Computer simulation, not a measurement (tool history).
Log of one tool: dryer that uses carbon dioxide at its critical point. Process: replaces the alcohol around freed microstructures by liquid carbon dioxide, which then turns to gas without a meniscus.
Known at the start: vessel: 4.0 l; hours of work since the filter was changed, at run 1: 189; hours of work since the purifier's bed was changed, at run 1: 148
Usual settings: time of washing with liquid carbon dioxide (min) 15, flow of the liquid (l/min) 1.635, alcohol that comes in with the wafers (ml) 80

| run | day | time of washing with liquid carbon dioxide (min) | flow of the liquid (l/min) | alcohol that comes in with the wafers (ml) | hours of work since the filter was changed | hours of work since the purifier's bed was changed | alcohol left in the vessel before it's heated (ppm by volume) |
|---|---|---|---|---|---|---|---|
| 1 | 0 | 15 | 1.635 | 80 | 189 | 148 | 132 |
| 2 | 0.317 | 15 | 1.635 | 80 | 192 | 152 | 137 |
| 3 | 0.55 | 17 | 1.635 | 80 | 195 | 154 | 94 |
| 4 | 0.792 | 17 | 1.635 | 80 | 197 | 156 | 91 |
| 5 | 1.108 | 15 | 1.635 | 80 | 200 | 160 | 134 |
| 6 | 1.342 | 15 | 1.635 | 80 | 203 | 162 | 138 |
| 7 | 1.671 | 15 | 1.635 | 80 | 206 | 166 | 138 |
| 8 | 1.9 | 15 | 1.635 | 29 | 209 | 168 | 83 |
| 9 | 2.246 | 15 | 1.635 | 84 | 212 | 171 | 153 |
| 10 | 2.671 | 17 | 1.635 | 84 | 217 | 176 | 95 |
| 11 | 2.908 | 17 | 1.635 | 84 | 219 | 178 | 107 |
| 12 | 3.246 | 14 | 1.635 | 80 | 222 | 182 | 190 |
| 13 | 3.567 | 14 | 1.635 | 80 | 226 | 185 | 189 |
| 14 | 3.771 | 15 | 1.635 | 80 | 228 | 187 | 150 |
| 15 | 4.246 | 15 | 1.635 | 80 | 233 | 192 | 138 |
| 16 | 4.588 | 15 | 1.635 | 80 | 236 | 196 | 146 |
| 17 | 4.925 | 18 | 1.635 | 80 | 240 | 199 | 85 |
| 18 | 5.379 | 15 | 1.635 | 80 | 244 | 204 | 155 |
| 19 | 5.6 | 12 | 1.16 | 23 | 247 | 206 | 354 |
| 20 | 6.058 | 12 | 1.16 | 23 | 251 | 211 | 359 |
| 21 | 6.479 | 12 | 1.16 | 23 | 256 | 215 | 345 |
| 22 | 6.842 | 22 | 1.41 | 80 | 259 | 219 | 82 |
| 23 | 7.138 | 11 | 2.35 | 82 | 262 | 222 | 141 |
| 24 | 7.392 | 24 | 1.32 | 82 | 265 | 224 | 88 |
| 25 | 7.892 | 24 | 1.32 | 82 | 270 | 230 | 80 |

The next listed run, before its measurement:
| 26 | 8.262 | 24 | 2.27 | 82 | 274 | 233 | ? |

alcohol left in the vessel before it's heated (ppm by volume): 55
Without the tool's hidden state the same run would have given alcohol left in the vessel before it's heated (ppm by volume) 0.
